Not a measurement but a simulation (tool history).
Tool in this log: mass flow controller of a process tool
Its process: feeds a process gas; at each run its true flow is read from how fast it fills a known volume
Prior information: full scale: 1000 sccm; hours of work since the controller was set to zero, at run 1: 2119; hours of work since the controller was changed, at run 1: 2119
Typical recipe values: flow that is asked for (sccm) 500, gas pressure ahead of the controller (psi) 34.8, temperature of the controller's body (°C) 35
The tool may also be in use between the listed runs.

run,day,flow that is asked for (sccm),gas pressure ahead of the controller (psi),temperature of the controller's body (°C),hours of work since the controller was set to zero,hours of work since the controller was changed,true flow (%)
1,0,500,34.8,35,2119,2119,99.73
2,5.967,500,25.5,35,2167,2167,99.38
3,9.729,500,25.5,35,2197,2197,99.31
4,13.954,500,25.5,35,2231,2231,99.51
5,19.821,500,34.8,36,2277,2277,99.79
6,23.171,500,34.8,36,2304,2304,99.8
7,26.904,500,34.8,36,2334,2334,99.86
8,32.771,500,34.8,36,2381,2381,99.79
9,36.129,500,34.8,35,2408,2408,99.85
10,41.308,500,34.8,35,2449,2449,99.89
11,48.862,500,34.8,35,2509,2509,99.88
12,52.842,494,34.8,35,2541,2541,99.84
13,56.221,494,34.8,35,2568,2568,99.85
14,63.046,354,34.5,35,2623,2623,100.07
15,67.533,179,30.7,35,2658,2658,101.05
16,72.633,179,30.7,35,2699,2699,101.09
17,79.229,179,30.7,35,2752,2752,101.01
18,86.108,100,21.6,23,2807,2807,102.73
19,92.983,237,21.6,26,2862,2862,100.26
20,97.179,500,24.2,24,2895,2895,99.61
21,104.567,500,24.2,24,2954,2954,99.66
22,111.858,500,24.2,24,3012,3012,99.7
23,116.967,334,34.8,24,3053,3053,100.53

A few steps of true flow (%) between consecutive runs. Split each: what settings, incoming material and random variation would produce without the hidden state, and what is left over for the hidden state, along with gauge scatter present in only one of the two compared results (measured, and without hidden state):
The hidden state here: flow at rest that the sensor doesn't see, % of full scale; true flow over the shown one, %; drift of the gauge itself on true_pct, %.
Run 17 -> 18: flow that is asked for (sccm) 179 -> 100, gas pressure ahead of the controller (psi) 30.7 -> 21.6, temperature of the controller's body (°C) 35 -> 23. true flow (%) +1.72: hidden state +1.94, all else -0.22.
Run 18 -> 19: flow that is asked for (sccm) 100 -> 237, temperature of the controller's body (°C) 23 -> 26. true flow (%) -2.47: hidden state -2.49, all else +0.02.
